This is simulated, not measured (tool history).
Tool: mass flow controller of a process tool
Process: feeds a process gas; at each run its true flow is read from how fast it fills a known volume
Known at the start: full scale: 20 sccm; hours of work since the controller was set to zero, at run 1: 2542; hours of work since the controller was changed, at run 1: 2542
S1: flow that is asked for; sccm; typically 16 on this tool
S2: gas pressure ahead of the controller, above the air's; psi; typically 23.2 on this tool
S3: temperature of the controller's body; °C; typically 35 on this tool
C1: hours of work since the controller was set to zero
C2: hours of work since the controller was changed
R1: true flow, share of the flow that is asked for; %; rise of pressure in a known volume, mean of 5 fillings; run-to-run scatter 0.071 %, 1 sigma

run	day	S1	S2	S3	C1	C2	R1
1	0.000	16	23.2	35	2542	2542	98.13
2	8.196	16	23.2	35	2627	2627	98.09
3	15.200	16	23.2	35	2700	2700	98.09
4	21.017	16	24.5	35	2760	2760	98.01
5	34.112	16	23.2	35	2896	2896	98.06
6	42.604	16	23.2	35	2984	2984	98.01
7	52.846	16	23.2	35	3090	3090	97.78
8	63.192	16	23.2	35	3198	3198	97.77
9	74.025	16	23.2	35	3310	3310	97.77
10	86.033	16	23.2	35	3435	3435	97.60
11	91.842	16	23.2	35	3495	3495	97.69
12	103.538	16	23.2	35	3616	3616	97.43
13	115.333	16	23.2	35	3738	3738	97.55
14	127.450	16	23.2	26	3864	3864	97.58
15	134.750	16	23.2	26	3940	3940	97.47
16	144.788	16	23.2	26	4044	4044	97.53
17	150.454	16	23.2	26	4103	4103	97.49
18	163.150	16	23.2	39	4234	4234	97.08
19	168.950	16	23.2	39	4295	4295	97.12
20	176.796	14	25.1	38	4376	4376	96.67
21	188.192	14	25.1	38	4494	4494	96.57
22	199.946	3	40.5	35	4616	4616	90.53
23	208.254	3	40.5	35	4702	4702	90.50
24	219.021	5	24.7	21	4814	4814	93.87
25	229.583	16	24.7	35	4924	4924	96.84
26	235.667	16	23.2	40	4987	4987	96.49
27	246.621	5	34.8	28	5100	5100	92.81
28	252.204	6	23.5	21	5158	5158	94.22
29	260.829	6	23.5	21	5248	5248	94.24
30	273.712	6	23.5	24	5381	5381	93.99
31	285.388	2	23.2	22	5502	5502	86.68
32	291.025	2	23.2	22	5561	5561	86.56
33	297.392	12	31.5	35	5627	5627	95.19
34	303.204	10	30.2	30	5687	5687	94.99
35	309.775	8	23.5	21	5755	5755	94.69
36	319.321	5	38.4	21	5854	5854	92.06
37	330.283	5	38.4	21	5968	5968	91.92
38	341.871	3	23.2	22	6088	6088	89.20

5 options for the next run, each taken on its own from the tool as it stands now. Forecast them:
A	351.425	3	23.2	30	6187	6187	?
B	351.425	15	23.9	31	6187	6187	?
C	351.425	5	22.0	20	6187	6187	?
D	351.425	14	24.2	20	6187	6187	?
E	351.425	4	26.4	25	6187	6187	?

run	R1
A	88.97
B	95.82
C	92.53
D	96.05
E	90.85
Take away the tool's hidden state, keep each run's random variation, and the runs would have read:
run	R1
A	99.19
B	99.71
C	99.58
D	100.05
E	99.08
